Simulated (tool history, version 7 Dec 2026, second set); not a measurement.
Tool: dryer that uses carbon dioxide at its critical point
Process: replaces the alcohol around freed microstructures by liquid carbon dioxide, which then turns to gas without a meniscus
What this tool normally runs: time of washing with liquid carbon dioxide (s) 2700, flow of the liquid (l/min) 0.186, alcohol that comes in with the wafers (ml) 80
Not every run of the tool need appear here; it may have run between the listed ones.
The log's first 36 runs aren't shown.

run,day,time of washing with liquid carbon dioxide (s),flow of the liquid (l/min),alcohol that comes in with the wafers (ml),alcohol left in the vessel before it's heated (ppm by volume)
37,35.971,4260,0.144,26,16
38,37.312,3540,0.137,83,152
# day 37.492: inlet filter changed
39,38.325,3540,0.137,83,86
40,39.192,2700,0.22,28,39
41,40.546,1980,0.186,80,358
42,41.679,2520,0.186,54,88
43,42.771,2520,0.186,54,85
44,44.012,2520,0.186,54,93
45,44.592,2700,0.124,115,1008
46,45.746,2700,0.186,28,74
47,46.417,2640,0.122,104,1078
48,47.458,4140,0.113,91,176

Below are 3 alternative next runs, each starting from the tool's condition after run 48. Predict each:
A,48.45,2700,0.232,37,?
B,48.45,4140,0.25,91,?
C,48.45,4140,0.278,27,?

run,alcohol left in the vessel before it's heated (ppm by volume)
A,63
B,61
C,47
The same runs, with their run-to-run variation unchanged, on a tool lacking any hidden condition would have given:
run,alcohol left in the vessel before it's heated (ppm by volume)
A,11
B,10
C,0
